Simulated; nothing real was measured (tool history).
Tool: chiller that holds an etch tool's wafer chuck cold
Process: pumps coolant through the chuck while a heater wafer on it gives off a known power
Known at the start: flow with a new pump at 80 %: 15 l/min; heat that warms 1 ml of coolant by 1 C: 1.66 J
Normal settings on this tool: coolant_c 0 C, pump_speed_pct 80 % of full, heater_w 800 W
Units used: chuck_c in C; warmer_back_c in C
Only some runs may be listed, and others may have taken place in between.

run,hour,coolant_c,pump_speed_pct,heater_w,chuck_c,warmer_back_c
1,0.0,0,80,800,6.1,2.07
2,104.3,0,80,800,6.1,2.04
3,173.4,0,80,800,6.1,2.06
4,218.7,0,80,444,3.4,1.15
5,298.3,0,80,444,3.6,1.19
6,365.7,0,80,1160,8.9,3.01
7,453.7,0,80,1160,9.1,3.05
8,535.6,0,80,674,5.3,1.73
9,623.9,0,80,674,5.4,1.77
10,678.0,0,80,520,4.2,1.31
# hour 693.7: chiller's thermometer calibrated
11,727.1,0,80,520,3.9,1.40
12,812.2,0,80,800,6.2,2.06
13,856.7,0,80,800,6.3,2.11
14,924.0,0,80,800,6.1,2.14
15,974.4,0,80,800,6.0,2.10
16,1072.2,0,88,800,5.5,1.85
17,1162.3,0,88,800,5.6,1.88
# hour 1235.6: coolant changed, channels flushed
18,1238.2,-6,84,661,-1.6,1.65
19,1310.4,-6,84,661,-1.7,1.60
# hour 1323.3: coolant pump overhauled
20,1371.4,5,85,661,9.3,1.68
21,1473.3,0,80,883,6.2,2.34
22,1573.4,0,80,882,6.2,2.41
# hour 1637.5: coolant pump overhauled, once more
23,1662.4,-6,90,800,-1.3,1.68
24,1760.9,-6,88,827,-0.9,1.82
25,1842.4,-2,83,783,3.0,1.85
26,1912.5,-2,83,783,2.9,1.81
27,2009.5,1,83,1039,7.6,2.41
28,2099.2,3,60,800,9.6,2.65
29,2155.5,3,79,1101,10.4,2.71
30,2204.8,0,71,800,5.6,2.19
31,2273.9,9,80,800,14.4,1.91

Branching from run 31: 3 alternative next runs. What would each branch give?
A,2327.6,-2,67,848,?,?
B,2327.6,9,83,800,?,?
C,2327.6,8,92,602,?,?

run,chuck_c,warmer_back_c
A,4.3,2.49
B,14.1,1.90
C,11.6,1.23
With the hidden condition removed and each run's random variation left untouched, the same runs would have given:
run,chuck_c,warmer_back_c
A,4.1,2.47
B,13.8,1.88
C,11.4,1.22
